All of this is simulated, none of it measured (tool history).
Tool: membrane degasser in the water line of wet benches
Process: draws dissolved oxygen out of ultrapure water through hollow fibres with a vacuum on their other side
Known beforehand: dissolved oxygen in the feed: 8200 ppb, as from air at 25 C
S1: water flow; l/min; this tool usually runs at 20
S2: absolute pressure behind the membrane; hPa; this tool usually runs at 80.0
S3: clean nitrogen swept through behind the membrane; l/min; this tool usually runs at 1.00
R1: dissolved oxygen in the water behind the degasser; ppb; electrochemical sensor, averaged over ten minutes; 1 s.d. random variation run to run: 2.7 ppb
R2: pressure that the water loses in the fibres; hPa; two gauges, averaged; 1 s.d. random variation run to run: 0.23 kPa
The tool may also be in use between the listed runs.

{"run": 1, "hour": 0.0, "S1": 20, "S2": 80.0, "S3": 1.0, "R1": 269.9, "R2": 572.1}
{"run": 2, "hour": 43.2, "S1": 20, "S2": 80.0, "S3": 1.0, "R1": 269.3, "R2": 571.5}
{"run": 3, "hour": 86.6, "S1": 20, "S2": 80.0, "S3": 1.0, "R1": 267.3, "R2": 578.5}
{"run": 4, "hour": 139.0, "S1": 20, "S2": 80.0, "S3": 1.0, "R1": 268.5, "R2": 577.6}
{"run": 5, "hour": 197.8, "S1": 20, "S2": 80.0, "S3": 1.0, "R1": 262.4, "R2": 581.4}
{"run": 6, "hour": 243.7, "S1": 20, "S2": 80.0, "S3": 1.0, "R1": 267.2, "R2": 583.8}
{"run": 7, "hour": 298.5, "S1": 20, "S2": 80.0, "S3": 1.97, "R1": 175.7, "R2": 582.9}
{"run": 8, "hour": 353.2, "S1": 20, "S2": 80.0, "S3": 1.97, "R1": 174.0, "R2": 586.7}
{"run": 9, "hour": 379.9, "S1": 20, "S2": 80.0, "S3": 1.97, "R1": 173.8, "R2": 585.5}
{"run": 10, "hour": 405.4, "S1": 20, "S2": 80.0, "S3": 1.97, "R1": 174.6, "R2": 583.3}
{"run": 11, "hour": 441.6, "S1": 20, "S2": 80.0, "S3": 1.97, "R1": 174.0, "R2": 592.6}
{"run": 12, "hour": 467.1, "S1": 20, "S2": 80.0, "S3": 1.97, "R1": 179.5, "R2": 584.1}
{"run": 13, "hour": 518.0, "S1": 16, "S2": 86.1, "S3": 1.0, "R1": 234.8, "R2": 467.5}
{"run": 14, "hour": 564.1, "S1": 16, "S2": 86.1, "S3": 1.0, "R1": 239.3, "R2": 470.5}
{"hour": 591.3, "done": "gauge calibrated"}
{"run": 15, "hour": 613.7, "S1": 16, "S2": 86.1, "S3": 1.0, "R1": 233.4, "R2": 459.5}
{"run": 16, "hour": 650.0, "S1": 16, "S2": 86.1, "S3": 1.0, "R1": 234.0, "R2": 459.6}
{"run": 17, "hour": 704.8, "S1": 22, "S2": 86.1, "S3": 0.61, "R1": 455.8, "R2": 633.7}

Expected results for the next run?
{"run": 18, "hour": 738.2, "S1": 16, "S2": 175.5, "S3": 0.67, "R1": "?", "R2": "?"}

Run 18 produced R1 733.3 ppb, R2 462.5 hPa.
Had the tool carried no hidden state, the very same run would have given R1 733.1 ppb, R2 459.5 hPa.

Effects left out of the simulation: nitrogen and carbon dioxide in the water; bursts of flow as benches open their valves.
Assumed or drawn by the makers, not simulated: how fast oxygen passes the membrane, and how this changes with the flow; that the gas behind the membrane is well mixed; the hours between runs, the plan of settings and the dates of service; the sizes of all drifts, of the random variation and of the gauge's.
